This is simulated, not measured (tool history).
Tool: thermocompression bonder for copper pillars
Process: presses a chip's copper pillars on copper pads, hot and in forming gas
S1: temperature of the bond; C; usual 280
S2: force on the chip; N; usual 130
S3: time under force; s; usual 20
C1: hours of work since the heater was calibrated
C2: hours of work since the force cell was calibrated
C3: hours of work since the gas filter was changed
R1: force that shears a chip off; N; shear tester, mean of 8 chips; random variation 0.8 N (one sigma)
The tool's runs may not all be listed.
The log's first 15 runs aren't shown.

run 16 hour=100.7 | S1=272 S2=130 S3=20 | C1=109 C2=154 C3=177 | R1=55.9
run 17 hour=108.9 | S1=280 S2=130 S3=20 | C1=113 C2=157 C3=180 | R1=58.6
-- hour=111.6 heater calibrated with a thermocouple chip
run 18 hour=119.7 | S1=280 S2=130 S3=20 | C1=3 C2=161 C3=184 | R1=58.7
run 19 hour=124.3 | S1=280 S2=130 S3=20 | C1=5 C2=163 C3=186 | R1=57.5
run 20 hour=132.4 | S1=280 S2=130 S3=20 | C1=9 C2=166 C3=189 | R1=59.5
run 21 hour=140.7 | S1=280 S2=130 S3=20 | C1=12 C2=170 C3=193 | R1=58.1
run 22 hour=147.4 | S1=257 S2=130 S3=17 | C1=15 C2=172 C3=196 | R1=44.8
run 23 hour=154.0 | S1=296 S2=130 S3=17 | C1=18 C2=175 C3=198 | R1=62.3
run 24 hour=158.4 | S1=293 S2=79 S3=20 | C1=20 C2=177 C3=200 | R1=44.9
-- hour=162.4 heater calibrated with a thermocouple chip, once more
run 25 hour=169.0 | S1=272 S2=183 S3=10 | C1=3 C2=181 C3=204 | R1=55.3
run 26 hour=176.3 | S1=272 S2=183 S3=26 | C1=6 C2=184 C3=207 | R1=67.8
run 27 hour=180.8 | S1=300 S2=130 S3=10 | C1=8 C2=186 C3=209 | R1=56.0
run 28 hour=186.5 | S1=274 S2=82 S3=20 | C1=10 C2=188 C3=211 | R1=35.5
run 29 hour=192.2 | S1=274 S2=82 S3=20 | C1=12 C2=190 C3=213 | R1=35.9
run 30 hour=196.2 | S1=300 S2=138 S3=39 | C1=14 C2=192 C3=215 | R1=71.9
run 31 hour=205.4 | S1=300 S2=138 S3=39 | C1=18 C2=196 C3=219 | R1=72.2
run 32 hour=213.9 | S1=300 S2=138 S3=39 | C1=22 C2=199 C3=222 | R1=71.4
run 33 hour=220.6 | S1=287 S2=130 S3=58 | C1=24 C2=202 C3=225 | R1=69.6
run 34 hour=228.0 | S1=254 S2=103 S3=20 | C1=27 C2=205 C3=228 | R1=33.9
run 35 hour=236.1 | S1=303 S2=84 S3=11 | C1=31 C2=209 C3=232 | R1=42.8
run 36 hour=242.6 | S1=303 S2=84 S3=11 | C1=33 C2=211 C3=234 | R1=41.8
run 37 hour=249.3 | S1=303 S2=84 S3=11 | C1=36 C2=214 C3=237 | R1=41.2
run 38 hour=258.6 | S1=303 S2=84 S3=11 | C1=40 C2=218 C3=241 | R1=41.2
run 39 hour=265.1 | S1=255 S2=130 S3=20 | C1=43 C2=221 C3=244 | R1=43.6

Forecast each of these 5 alternatives for the next run:
run A hour=272.3 | S1=286 S2=86 S3=26 | C1=46 C2=224 C3=247 | R1=?
run B hour=272.3 | S1=271 S2=123 S3=27 | C1=46 C2=224 C3=247 | R1=?
run C hour=272.3 | S1=255 S2=110 S3=13 | C1=46 C2=224 C3=247 | R1=?
run D hour=272.3 | S1=264 S2=130 S3=20 | C1=46 C2=224 C3=247 | R1=?
run E hour=272.3 | S1=280 S2=169 S3=12 | C1=46 C2=224 C3=247 | R1=?

run=A R1=46.7
run=B R1=53.9
run=C R1=31.5
run=D R1=45.8
run=E R1=59.0
Without the tool's hidden state the same runs would have given:
run=A R1=52.5
run=B R1=60.4
run=C R1=35.6
run=D R1=51.6
run=E R1=65.9
